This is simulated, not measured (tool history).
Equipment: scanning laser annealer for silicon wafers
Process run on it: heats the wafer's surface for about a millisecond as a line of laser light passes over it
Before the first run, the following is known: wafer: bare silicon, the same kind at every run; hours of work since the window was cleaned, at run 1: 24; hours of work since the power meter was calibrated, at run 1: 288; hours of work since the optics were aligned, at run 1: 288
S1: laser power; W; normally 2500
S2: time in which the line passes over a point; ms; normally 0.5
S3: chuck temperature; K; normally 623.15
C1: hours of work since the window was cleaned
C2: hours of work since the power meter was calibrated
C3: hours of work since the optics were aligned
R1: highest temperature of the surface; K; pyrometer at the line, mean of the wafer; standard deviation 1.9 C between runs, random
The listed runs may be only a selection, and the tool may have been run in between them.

| run | hour | S1 | S2 | S3 | C1 | C2 | C3 | R1 |
|---|---|---|---|---|---|---|---|---|
| 1 | 0 | 2500 | 0.5 | 623.15 | 24 | 288 | 288 | 1367.15 |
| 2 | 43.8 | 2500 | 0.5 | 623.15 | 54 | 318 | 318 | 1367.15 |
| 3 | 109.6 | 2500 | 0.5 | 623.15 | 99 | 363 | 363 | 1367.15 |
| 4 | 159.1 | 2500 | 0.5 | 623.15 | 133 | 397 | 397 | 1363.15 |
| 5 | 197.9 | 2500 | 0.5 | 623.15 | 159 | 423 | 423 | 1360.15 |
| 6 | 258 | 2500 | 0.5 | 623.15 | 200 | 464 | 464 | 1359.15 |
| 7 | 290.9 | 2538 | 0.5 | 623.15 | 223 | 487 | 487 | 1369.15 |
| 8 | 356.6 | 2538 | 0.5 | 623.15 | 268 | 531 | 531 | 1368.15 |
| 9 | 418.2 | 2538 | 0.5 | 623.15 | 310 | 574 | 574 | 1359.15 |
| 10 | 471.7 | 2538 | 0.5 | 623.15 | 346 | 610 | 610 | 1361.15 |
| 11 | 535.9 | 2538 | 0.535 | 623.15 | 390 | 654 | 654 | 1382.15 |
| 12 | 565.7 | 2538 | 0.535 | 647.15 | 410 | 674 | 674 | 1404.15 |
| 13 | 614.6 | 2538 | 0.535 | 647.15 | 444 | 708 | 708 | 1402.15 |
| 14 | 644 | 2538 | 0.535 | 647.15 | 464 | 728 | 728 | 1403.15 |
| 15 | 690.3 | 2538 | 0.535 | 647.15 | 495 | 759 | 759 | 1402.15 |
| 16 | 741.3 | 2538 | 0.535 | 647.15 | 530 | 794 | 794 | 1396.15 |
| 17 | 799 | 2500 | 0.5 | 623.15 | 569 | 833 | 833 | 1337.15 |
| 18 | 854.6 | 2500 | 0.5 | 623.15 | 607 | 871 | 871 | 1332.15 |
| 19 | 924.3 | 2176 | 0.355 | 603.15 | 655 | 919 | 919 | 1116.15 |
| 20 | 978.3 | 2176 | 0.355 | 603.15 | 692 | 956 | 956 | 1112.15 |
| 21 | 1042.5 | 2176 | 0.355 | 603.15 | 736 | 1000 | 1000 | 1110.15 |
|  | 1064.9 | optics aligned, line set to its width |
| 22 | 1103.4 | 2176 | 0.355 | 603.15 | 774 | 1038 | 26 | 1125.15 |
| 23 | 1142.6 | 2414 | 0.542 | 623.15 | 801 | 1065 | 53 | 1342.15 |
|  | 1171.2 | window over the wafer cleaned |
| 24 | 1187.4 | 2414 | 0.514 | 648.15 | 11 | 1094 | 82 | 1378.15 |
| 25 | 1234.4 | 2462 | 0.612 | 617.15 | 43 | 1126 | 114 | 1429.15 |
| 26 | 1298.8 | 2462 | 0.612 | 642.15 | 87 | 1170 | 158 | 1446.15 |
| 27 | 1342.7 | 2462 | 0.612 | 642.15 | 117 | 1200 | 188 | 1445.15 |
| 28 | 1401.5 | 2155 | 0.492 | 645.15 | 157 | 1240 | 228 | 1267.15 |
| 29 | 1446.1 | 2247 | 0.521 | 636.15 | 188 | 1270 | 259 | 1302.15 |
| 30 | 1492.7 | 2500 | 0.5 | 650.15 | 219 | 1302 | 291 | 1388.15 |
| 31 | 1543 | 2500 | 0.608 | 623.15 | 254 | 1336 | 325 | 1427.15 |
| 32 | 1592.6 | 2500 | 0.608 | 623.15 | 288 | 1370 | 359 | 1425.15 |
| 33 | 1647.1 | 2372 | 0.608 | 594.15 | 325 | 1407 | 396 | 1350.15 |
| 34 | 1691.4 | 2374 | 0.382 | 585.15 | 355 | 1438 | 426 | 1186.15 |
| 35 | 1750.6 | 2185 | 0.434 | 654.15 | 395 | 1478 | 467 | 1234.15 |
| 36 | 1811.5 | 2500 | 0.476 | 623.15 | 437 | 1520 | 508 | 1329.15 |

Below, each run's measurement less what the same run would have read without the hidden state. Both values contain the same run-to-run variation, but the gauge's scatter may not be the same in both:
Hidden conditions of the tool in this case: light that passes the window, % of a clean one's; laser's true power over the reading, %; width of the line over the set one, %; drift of the gauge itself on peak_c, C.
| run | R1 |
|---|---|
| 1 | -14 |
| 2 | -16 |
| 3 | -18 |
| 4 | -21 |
| 5 | -22 |
| 6 | -25 |
| 7 | -27 |
| 8 | -29 |
| 9 | -32 |
| 10 | -35 |
| 11 | -39 |
| 12 | -40 |
| 13 | -42 |
| 14 | -43 |
| 15 | -46 |
| 16 | -48 |
| 17 | -48 |
| 18 | -51 |
| 19 | -39 |
| 20 | -41 |
| 21 | -43 |
| 22 | -29 |
| 23 | -42 |
| 24 | -11 |
| 25 | -14 |
| 26 | -17 |
| 27 | -20 |
| 28 | -17 |
| 29 | -20 |
| 30 | -25 |
| 31 | -30 |
| 32 | -32 |
| 33 | -32 |
| 34 | -28 |
| 35 | -29 |
| 36 | -38 |

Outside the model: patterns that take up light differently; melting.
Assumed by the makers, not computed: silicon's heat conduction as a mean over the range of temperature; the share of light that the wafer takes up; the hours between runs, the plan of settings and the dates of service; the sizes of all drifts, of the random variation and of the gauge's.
